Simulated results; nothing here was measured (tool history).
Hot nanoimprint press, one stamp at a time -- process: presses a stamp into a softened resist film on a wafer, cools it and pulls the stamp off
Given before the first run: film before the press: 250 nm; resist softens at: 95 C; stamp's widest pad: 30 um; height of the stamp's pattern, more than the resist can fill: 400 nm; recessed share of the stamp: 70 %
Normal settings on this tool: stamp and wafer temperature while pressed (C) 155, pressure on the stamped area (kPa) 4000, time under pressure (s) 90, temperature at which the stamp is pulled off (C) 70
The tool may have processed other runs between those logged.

| run | hour | stamp and wafer temperature while pressed (C) | pressure on the stamped area (kPa) | time under pressure (s) | temperature at which the stamp is pulled off (C) | resist left under the stamp's widest pad (Å) | greatest force while the stamp is pulled off (N) |
|---|---|---|---|---|---|---|---|
| 1 | 0.0 | 155 | 4000 | 90 | 70 | 1038 | 194 |
| 2 | 9.9 | 155 | 4000 | 90 | 70 | 1053 | 196 |
| 3 | 19.1 | 155 | 4000 | 79 | 70 | 1084 | 206 |
| 4 | 28.4 | 155 | 4000 | 79 | 70 | 1093 | 205 |
| 5 | 42.3 | 155 | 4000 | 79 | 70 | 1105 | 210 |
| 6 | 57.9 | 155 | 4000 | 79 | 70 | 1106 | 207 |
| 7 | 76.6 | 155 | 4000 | 79 | 70 | 1099 | 214 |
| 8 | 91.8 | 155 | 4000 | 90 | 70 | 1060 | 226 |
| 9 | 109.1 | 155 | 4000 | 90 | 70 | 1043 | 235 |
| 10 | 120.2 | 155 | 4000 | 90 | 70 | 1052 | 239 |
| 11 | 129.5 | 155 | 4000 | 90 | 70 | 1066 | 240 |
| 12 | 144.9 | 155 | 4000 | 90 | 70 | 1071 | 235 |
| 13 | 160.7 | 155 | 4000 | 90 | 70 | 1062 | 241 |
| 14 | 179.4 | 159 | 4000 | 90 | 70 | 908 | 253 |
| 15 | 196.6 | 159 | 4000 | 90 | 70 | 887 | 263 |
| 16 | 212.8 | 144 | 4000 | 179 | 70 | 1337 | 266 |
| 17 | 231.5 | 157 | 4000 | 90 | 68 | 963 | 278 |
| 18 | 244.3 | 157 | 4000 | 90 | 68 | 987 | 288 |
| 19 | 261.5 | 154 | 4270 | 167 | 65 | 834 | 297 |
| 20 | 275.6 | 153 | 6000 | 104 | 68 | 916 | 296 |
| 21 | 283.8 | 154 | 2620 | 77 | 66 | 1428 | 301 |
| 22 | 300.0 | 147 | 3950 | 77 | 67 | 1561 | 328 |
| 23 | 316.1 | 155 | 2750 | 165 | 62 | 1008 | 341 |
|  | 328.5 | stamp cleaned and given a new release coat |
| 24 | 340.0 | 155 | 3270 | 90 | 62 | 1193 | 197 |
| 25 | 353.4 | 155 | 2500 | 135 | 70 | 1156 | 187 |
| 26 | 368.5 | 155 | 2500 | 135 | 70 | 1162 | 194 |
| 27 | 376.7 | 155 | 2500 | 135 | 70 | 1150 | 196 |
| 28 | 392.1 | 155 | 2630 | 90 | 73 | 1304 | 181 |
| 29 | 408.8 | 149 | 4250 | 48 | 57 | 1666 | 238 |

Below are 3 alternative next runs, each starting from the tool's condition after run 29. Predict each:
| A | 423.0 | 149 | 4250 | 73 | 67 | ? | ? |
| B | 423.0 | 149 | 4250 | 80 | 57 | ? | ? |
| C | 423.0 | 166 | 4000 | 98 | 66 | ? | ? |

| run | resist left under the stamp's widest pad (Å) | greatest force while the stamp is pulled off (N) |
|---|---|---|
| A | 1468 | 226 |
| B | 1421 | 249 |
| C | 669 | 216 |
What these runs would have given with no unlogged condition in the tool:
| run | resist left under the stamp's widest pad (Å) | greatest force while the stamp is pulled off (N) |
|---|---|---|
| A | 1359 | 192 |
| B | 1313 | 212 |
| C | 615 | 183 |
